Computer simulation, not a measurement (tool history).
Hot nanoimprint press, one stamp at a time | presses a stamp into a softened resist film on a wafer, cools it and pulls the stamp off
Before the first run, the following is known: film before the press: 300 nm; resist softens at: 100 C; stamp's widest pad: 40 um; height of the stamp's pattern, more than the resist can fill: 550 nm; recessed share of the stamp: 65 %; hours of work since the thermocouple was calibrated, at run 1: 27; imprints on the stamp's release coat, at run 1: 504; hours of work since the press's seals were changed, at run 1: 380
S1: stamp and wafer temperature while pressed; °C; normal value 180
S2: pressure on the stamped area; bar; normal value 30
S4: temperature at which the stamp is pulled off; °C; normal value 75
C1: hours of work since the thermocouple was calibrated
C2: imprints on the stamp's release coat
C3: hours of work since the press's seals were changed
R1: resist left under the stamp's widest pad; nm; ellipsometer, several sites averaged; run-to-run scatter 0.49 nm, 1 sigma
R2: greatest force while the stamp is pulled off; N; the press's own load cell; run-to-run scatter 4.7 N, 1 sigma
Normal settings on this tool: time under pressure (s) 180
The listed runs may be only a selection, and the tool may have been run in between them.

Run 1, day 0: usual settings; C1 27; C2 504; C3 380. Result: R1 111.5 nm, R2 271 N.
Run 2, day 0.471: usual settings; C1 36; C2 565; C3 389. Result: R1 111.1 nm, R2 291 N.
Run 3, day 1.008: usual settings but time under pressure (s) 293; C1 46; C2 635; C3 399. Result: R1 89.9 nm, R2 283 N.
Run 4, day 1.396: usual settings but time under pressure (s) 293; C1 53; C2 685; C3 406. Result: R1 89.9 nm, R2 296 N.
Run 5, day 1.917: usual settings; C1 63; C2 753; C3 416. Result: R1 113.2 nm, R2 304 N.
Run 6, day 2.396: usual settings; C1 72; C2 815; C3 425. Result: R1 112.3 nm, R2 297 N.
Run 7, day 2.754: usual settings; C1 79; C2 862; C3 431. Result: R1 113.2 nm, R2 313 N.
Run 8, day 3.25: usual settings; C1 88; C2 926; C3 441. Result: R1 112.8 nm, R2 313 N.
Run 9, day 3.746: usual settings; C1 97; C2 991; C3 450. Result: R1 112.7 nm, R2 315 N.
Run 10, day 4.071: usual settings; C1 103; C2 1033; C3 456. Result: R1 113.4 nm, R2 317 N.
Run 11, day 4.383: usual settings but time under pressure (s) 220; C1 109; C2 1074; C3 462. Result: R1 103.7 nm, R2 330 N.
Run 12, day 4.875: usual settings but time under pressure (s) 255; C1 118; C2 1137; C3 471. Result: R1 97.6 nm, R2 326 N.
At day 5.05: plate thermocouple calibrated.
Run 13, day 5.296: usual settings but S1 171 °C; C1 5; C2 1176; C3 476. Result: R1 175.3 nm, R2 336 N.
Run 14, day 5.879: usual settings but S1 171 °C; C1 15; C2 1252; C3 487. Result: R1 174.5 nm, R2 335 N.
Run 15, day 6.558: usual settings but S1 171 °C; C1 28; C2 1340; C3 500. Result: R1 176 nm, R2 342 N.
Run 16, day 6.992: usual settings but S1 171 °C; C1 36; C2 1397; C3 508. Result: R1 175.1 nm, R2 353 N.
Run 17, day 7.479: usual settings but S1 188 °C, S2 20.4 bar, time under pressure (s) 155, S4 61 °C; C1 45; C2 1460; C3 517. Result: R1 102 nm, R2 429 N.
At day 7.725: plate thermocouple calibrated, once more.
Run 18, day 8.096: usual settings but S1 188 °C, S2 23.6 bar, time under pressure (s) 155, S4 61 °C; C1 7; C2 1524; C3 526. Result: R1 89.9 nm, R2 433 N.
At day 8.658: stamp cleaned and given a new release coat.
Run 19, day 8.912: usual settings but S1 188 °C, S2 25.5 bar, time under pressure (s) 221, S4 78 °C; C1 17; C2 33; C3 537. Result: R1 74 nm, R2 231 N.
Run 20, day 9.229: usual settings but S1 171 °C, S2 40.9 bar; C1 23; C2 75; C3 543. Result: R1 149.8 nm, R2 239 N.
Run 21, day 9.775: usual settings but S1 170 °C, time under pressure (s) 177, S4 72 °C; C1 34; C2 146; C3 553. Result: R1 176.3 nm, R2 253 N.
Run 22, day 10.158: usual settings but S1 183 °C, S2 39 bar, time under pressure (s) 121, S4 72 °C; C1 41; C2 195; C3 560. Result: R1 101.8 nm, R2 256 N.
Run 23, day 10.846: usual settings but S1 172 °C, S4 72 °C; C1 54; C2 285; C3 573. Result: R1 161.5 nm, R2 264 N.
Run 24, day 11.217: usual settings but S1 172 °C, S4 72 °C; C1 60; C2 333; C3 580. Result: R1 161.7 nm, R2 270 N.
Run 25, day 11.888: usual settings but S1 169 °C, S2 41.1 bar, time under pressure (s) 340, S4 81 °C; C1 73; C2 420; C3 592. Result: R1 130.8 nm, R2 247 N.
Run 26, day 12.212: usual settings but S1 169 °C, S2 41.1 bar, time under pressure (s) 340, S4 81 °C; C1 79; C2 463; C3 598. Result: R1 130.7 nm, R2 253 N.
Run 27, day 12.842: usual settings but S1 192 °C, S2 41.1 bar, time under pressure (s) 340, S4 81 °C; C1 91; C2 544; C3 610. Result: R1 40.4 nm, R2 260 N.
Run 28, day 13.471: usual settings but S1 183 °C, time under pressure (s) 156; C1 102; C2 626; C3 622. Result: R1 103.3 nm, R2 275 N.
Run 29, day 14.079: usual settings but S1 183 °C, time under pressure (s) 156; C1 114; C2 705; C3 633. Result: R1 103.5 nm, R2 289 N.
Run 30, day 14.496: usual settings but S1 183 °C, time under pressure (s) 156; C1 122; C2 759; C3 641. Result: R1 103 nm, R2 290 N.

4 options for the next run, each taken on its own from the tool as it stands now. Forecast them:
Run A, day 14.858: usual settings but S1 174 °C, time under pressure (s) 133, S4 62 °C; C1 128; C2 807; C3 648. Result: R1 ?, R2 ?.
Run B, day 14.858: usual settings but S2 24.6 bar; C1 128; C2 807; C3 648. Result: R1 ?, R2 ?.
Run C, day 14.858: usual settings but S1 183 °C, S2 28.3 bar, time under pressure (s) 302, S4 67 °C; C1 128; C2 807; C3 648. Result: R1 ?, R2 ?.
Run D, day 14.858: usual settings but S1 171 °C, S2 19.1 bar, time under pressure (s) 156; C1 128; C2 807; C3 648. Result: R1 ?, R2 ?.

run     R1   R2
  A  166.1  344
  B  122.5  308
  C   79.3  327
  D  203.8  310
Take away the tool's hidden state, keep each run's random variation, and the runs would have read:
run     R1   R2
  A  162.9  263
  B  120.1  235
  C   77.5  250
  D    201  237

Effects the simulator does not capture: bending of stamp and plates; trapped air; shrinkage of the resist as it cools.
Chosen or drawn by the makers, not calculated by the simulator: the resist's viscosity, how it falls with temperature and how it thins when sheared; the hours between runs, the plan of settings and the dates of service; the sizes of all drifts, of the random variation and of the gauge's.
